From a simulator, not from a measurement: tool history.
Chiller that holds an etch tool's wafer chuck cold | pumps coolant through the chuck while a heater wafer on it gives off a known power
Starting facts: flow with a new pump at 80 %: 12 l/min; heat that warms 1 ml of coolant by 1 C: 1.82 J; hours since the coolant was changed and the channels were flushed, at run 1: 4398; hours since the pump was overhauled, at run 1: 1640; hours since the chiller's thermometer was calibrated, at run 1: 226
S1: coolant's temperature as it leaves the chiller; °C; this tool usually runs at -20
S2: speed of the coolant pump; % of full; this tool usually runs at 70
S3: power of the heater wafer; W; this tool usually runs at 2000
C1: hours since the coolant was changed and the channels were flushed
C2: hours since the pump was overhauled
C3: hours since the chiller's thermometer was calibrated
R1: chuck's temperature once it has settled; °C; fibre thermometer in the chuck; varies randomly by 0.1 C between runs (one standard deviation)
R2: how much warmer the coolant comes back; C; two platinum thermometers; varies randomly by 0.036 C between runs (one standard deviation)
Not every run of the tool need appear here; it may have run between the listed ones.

Run 1, hour 0: usual settings; C1 4398; C2 1640; C3 226. Result: R1 -2 °C, R2 6.35 C.
Run 2, hour 86.5: usual settings; C1 4485; C2 1726; C3 312. Result: R1 -1.9 °C, R2 6.4 C.
Run 3, hour 183.2: usual settings but S1 -26 °C; C1 4582; C2 1823; C3 409. Result: R1 -8 °C, R2 6.42 C.
At hour 249.2: coolant changed, channels flushed.
Run 4, hour 305: usual settings but S3 1511 W; C1 56; C2 1939; C3 525. Result: R1 -6.4 °C, R2 4.79 C.
Run 5, hour 419.2: usual settings; C1 170; C2 2053; C3 639. Result: R1 -1.9 °C, R2 6.45 C.
Run 6, hour 491.8: usual settings but S2 73 % of full; C1 243; C2 2125; C3 712. Result: R1 -2.8 °C, R2 6.16 C.
Run 7, hour 616.4: usual settings but S2 73 % of full; C1 367; C2 2250; C3 836. Result: R1 -3.1 °C, R2 6.18 C.
Run 8, hour 738.9: usual settings but S2 91 % of full; C1 490; C2 2372; C3 959. Result: R1 -6.1 °C, R2 4.87 C.
Run 9, hour 854.7: usual settings but S1 -22 °C; C1 606; C2 2488; C3 1074. Result: R1 -4.2 °C, R2 6.51 C.
Run 10, hour 951.9: usual settings but S3 2711 W; C1 703; C2 2585; C3 1172. Result: R1 4.2 °C, R2 8.76 C.
Run 11, hour 1061.3: usual settings but S3 2711 W; C1 812; C2 2695; C3 1281. Result: R1 4.3 °C, R2 8.76 C.
Run 12, hour 1143.7: usual settings; C1 894; C2 2777; C3 1363. Result: R1 -2.2 °C, R2 6.45 C.
Run 13, hour 1217.4: usual settings; C1 968; C2 2851; C3 1437. Result: R1 -2.1 °C, R2 6.53 C.
Run 14, hour 1306.9: usual settings but S2 62 % of full; C1 1058; C2 2940; C3 1527. Result: R1 0.2 °C, R2 7.39 C.
Run 15, hour 1397: usual settings but S2 62 % of full; C1 1148; C2 3031; C3 1617. Result: R1 0.1 °C, R2 7.49 C.
Run 16, hour 1475.2: usual settings but S2 62 % of full; C1 1226; C2 3109; C3 1695. Result: R1 0.1 °C, R2 7.47 C.
Run 17, hour 1569.9: usual settings but S2 62 % of full; C1 1321; C2 3203; C3 1790. Result: R1 0.2 °C, R2 7.42 C.
Run 18, hour 1661.8: usual settings but S1 -23 °C, S2 91 % of full, S3 2003 W; C1 1413; C2 3295; C3 1881. Result: R1 -9.1 °C, R2 4.91 C.
Run 19, hour 1749: usual settings but S2 84 % of full, S3 1173 W; C1 1500; C2 3383; C3 1969. Result: R1 -11.2 °C, R2 3.16 C.
Run 20, hour 1805: usual settings but S1 -10 °C, S3 1039 W; C1 1556; C2 3439; C3 2025. Result: R1 -0.6 °C, R2 3.44 C.
Run 21, hour 1895.4: usual settings but S1 -17 °C, S2 95 % of full; C1 1646; C2 3529; C3 2115. Result: R1 -3.8 °C, R2 4.67 C.
Run 22, hour 2009.8: usual settings but S1 -17 °C, S2 95 % of full; C1 1761; C2 3643; C3 2229. Result: R1 -3.8 °C, R2 4.71 C.
Run 23, hour 2125.9: usual settings but S1 -12 °C, S2 95 % of full, S3 1255 W; C1 1877; C2 3759; C3 2346. Result: R1 -3.7 °C, R2 3.04 C.
Run 24, hour 2222.9: usual settings but S1 -29 °C, S2 87 % of full, S3 1240 W; C1 1974; C2 3856; C3 2443. Result: R1 -20 °C, R2 3.37 C.
Run 25, hour 2339.2: usual settings but S1 -29 °C, S2 87 % of full, S3 1240 W; C1 2090; C2 3973; C3 2559. Result: R1 -20 °C, R2 3.32 C.
At hour 2370.3: gauge calibrated.
Run 26, hour 2466.9: usual settings but S1 -24 °C, S2 63 % of full, S3 2365 W; C1 2218; C2 4100; C3 2687. Result: R1 -0.4 °C, R2 8.52 C.

3 ways to go on from here, each from the tool as it stands after run 26. What would each give?
At hour 2590.6: chiller's thermometer calibrated.
Run A, hour 2591.3: usual settings but S3 1442 W; C1 2341; C2 4224; C3 1. Result: R1 ?, R2 ?.
At hour 2590.6: chiller's thermometer calibrated.
Run B, hour 2591.3: usual settings but S1 -15 °C, S2 87 % of full, S3 1380 W; C1 2341; C2 4224; C3 1. Result: R1 ?, R2 ?.
At hour 2590.6: chiller's thermometer calibrated.
Run C, hour 2591.3: usual settings but S1 -30 °C, S2 75 % of full; C1 2341; C2 4224; C3 1. Result: R1 ?, R2 ?.

run     R1    R2
  A   -7.1   4.6
  B   -4.7  3.43
  C  -13.2  5.94
What these runs would have given with no unlogged condition in the tool:
run     R1    R2
  A   -7.1  4.57
  B   -4.8  3.41
  C  -13.2  5.91

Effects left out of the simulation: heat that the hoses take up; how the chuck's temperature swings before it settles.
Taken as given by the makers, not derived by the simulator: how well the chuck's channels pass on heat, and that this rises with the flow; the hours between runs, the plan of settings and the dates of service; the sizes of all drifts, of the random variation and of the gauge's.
